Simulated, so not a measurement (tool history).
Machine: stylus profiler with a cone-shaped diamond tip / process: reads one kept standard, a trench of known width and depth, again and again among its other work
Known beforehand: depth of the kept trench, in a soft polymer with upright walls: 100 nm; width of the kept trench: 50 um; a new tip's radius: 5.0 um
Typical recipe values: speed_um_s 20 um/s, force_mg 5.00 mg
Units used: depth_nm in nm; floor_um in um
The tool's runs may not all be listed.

run,hour,speed_um_s,force_mg,depth_nm,floor_um
1,0.0,20,5.00,101.73,47.79
2,42.1,20,5.00,101.80,47.81
3,85.6,20,5.00,101.87,47.77
4,125.9,20,5.00,101.81,47.78
5,158.6,20,5.00,101.82,47.76
6,185.4,20,5.00,101.81,47.76
# hour 190.1: height scale calibrated on a step standard
7,223.9,10,5.00,102.04,47.74
8,256.8,5,5.00,101.94,47.75
9,280.8,20,6.54,102.37,47.73
10,314.8,20,5.78,102.07,47.71
11,348.4,9,5.28,102.06,47.68
12,388.7,20,11.80,103.26,47.69
13,420.1,17,2.16,101.26,47.70
# hour 449.7: height scale calibrated on a step standard, once more
14,459.6,17,2.16,100.90,47.68
15,501.9,17,2.16,100.95,47.69
16,526.4,51,13.03,103.08,47.66
17,572.7,51,13.03,102.97,47.63
18,600.4,26,11.12,102.79,47.68

4 options for the next run, each taken on its own from the tool as it stands now. Forecast them:
A,640.9,8,12.41,?,?
B,640.9,6,2.61,?,?
C,640.9,7,3.90,?,?
D,640.9,75,11.12,?,?

run,depth_nm,floor_um
A,102.98,47.65
B,101.15,47.67
C,101.41,47.67
D,102.74,47.58
Stripped of hidden state, with their random variation kept, the same runs would have yielded:
run,depth_nm,floor_um
A,102.91,47.99
B,101.09,48.00
C,101.34,48.00
D,102.67,47.91

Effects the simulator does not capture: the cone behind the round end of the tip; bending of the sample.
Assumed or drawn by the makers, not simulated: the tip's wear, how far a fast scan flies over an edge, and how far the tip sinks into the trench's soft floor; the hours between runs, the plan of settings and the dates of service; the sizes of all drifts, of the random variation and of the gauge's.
